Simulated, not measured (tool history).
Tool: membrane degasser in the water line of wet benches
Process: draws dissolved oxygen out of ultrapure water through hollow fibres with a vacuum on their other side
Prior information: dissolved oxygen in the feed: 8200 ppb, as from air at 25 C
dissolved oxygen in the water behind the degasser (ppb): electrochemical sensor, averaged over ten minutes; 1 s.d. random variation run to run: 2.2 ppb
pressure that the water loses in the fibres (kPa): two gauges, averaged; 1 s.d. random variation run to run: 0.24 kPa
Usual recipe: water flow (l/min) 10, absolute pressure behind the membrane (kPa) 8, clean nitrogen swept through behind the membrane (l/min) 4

run	day	water flow (l/min)	absolute pressure behind the membrane (kPa)	clean nitrogen swept through behind the membrane (l/min)	dissolved oxygen in the water behind the degasser (ppb)	pressure that the water loses in the fibres (kPa)
1	0	10	8	4	218.7	63.04
2	1.967	10	8	4	214.8	63.86
3	3.438	10	8	4	219.2	63.75
4	4.842	10	8	4	216.9	63.65
5	6.846	10	8	4	216.6	63.66
6	8.717	10	8	4	219.3	64.01
7	10.4	10	8	4	219.3	64.05
8	11.738	10	8	4	213.1	63.96
9	13.817	10	8	4	219.5	64.51
10	15.579	10	8	4	218.8	64.54
11	16.954	10	6.05	4	204.5	64.59
12	19.008	10	6.05	4	207.3	64.25
13	20.792	10	8	4	216.8	64.74
14	22.85	10	4.84	4	198.5	64.95
15	24.375	10	4.84	4	200.1	64.88
16	25.983	10	6.4	4	209.8	65.26
# day 27.329: gauge calibrated
17	27.375	12	8	4	326.8	76.39
18	29.425	12	8	4	317.2	76.04
19	30.796	16	7.3	7.41	555.2	101.51
20	31.908	7	15.36	7.24	98.7	44.46
21	33.946	7	15.36	7.24	96.8	44.85
22	36	7	6.89	11.71	74.3	44.54
23	37.854	10	19.93	3.02	319.3	64.52
24	39.671	10	19.93	3.02	312.6	64.53
25	41.15	9	13.92	8.85	169	58.25
26	42.442	7	4.97	7.74	71.9	45.09
27	43.467	10	5.27	11.6	195.2	64.73
28	45.054	10	5.27	11.6	193	64.58
29	46.096	10	5.27	11.6	194.8	64.85
30	47.008	13	10.94	4	402	83.76
31	48.792	9	10.93	1.62	237.2	58.4

Measured less the same run without the tool's hidden state. The same run-to-run variation is in both; the gauge's scatter may not be:
Unlogged tool condition in this case: membrane still open, %; true pressure behind the membrane over the reading, kPa; air that leaks in behind the membrane, l/min; drift of the gauge itself on oxygen_ppb, %; drift of the gauge itself on loss_of_pressure_kpa, %.
run	pressure that the water loses in the fibres (kPa)
1	+0
2	+0.14
3	+0.24
4	+0.33
5	+0.47
6	+0.6
7	+0.72
8	+0.81
9	+0.96
10	+1.07
11	+1.17
12	+1.3
13	+1.43
14	+1.58
15	+1.68
16	+1.79
17	+0.02
18	+0.17
19	+0.39
20	+0.22
21	+0.32
22	+0.42
23	+0.74
24	+0.85
25	+0.87
26	+0.73
27	+1.12
28	+1.23
29	+1.3
30	+1.75
31	+1.34
dissolved oxygen in the water behind the degasser (ppb): at most 0.2 away from the measurement, every run.

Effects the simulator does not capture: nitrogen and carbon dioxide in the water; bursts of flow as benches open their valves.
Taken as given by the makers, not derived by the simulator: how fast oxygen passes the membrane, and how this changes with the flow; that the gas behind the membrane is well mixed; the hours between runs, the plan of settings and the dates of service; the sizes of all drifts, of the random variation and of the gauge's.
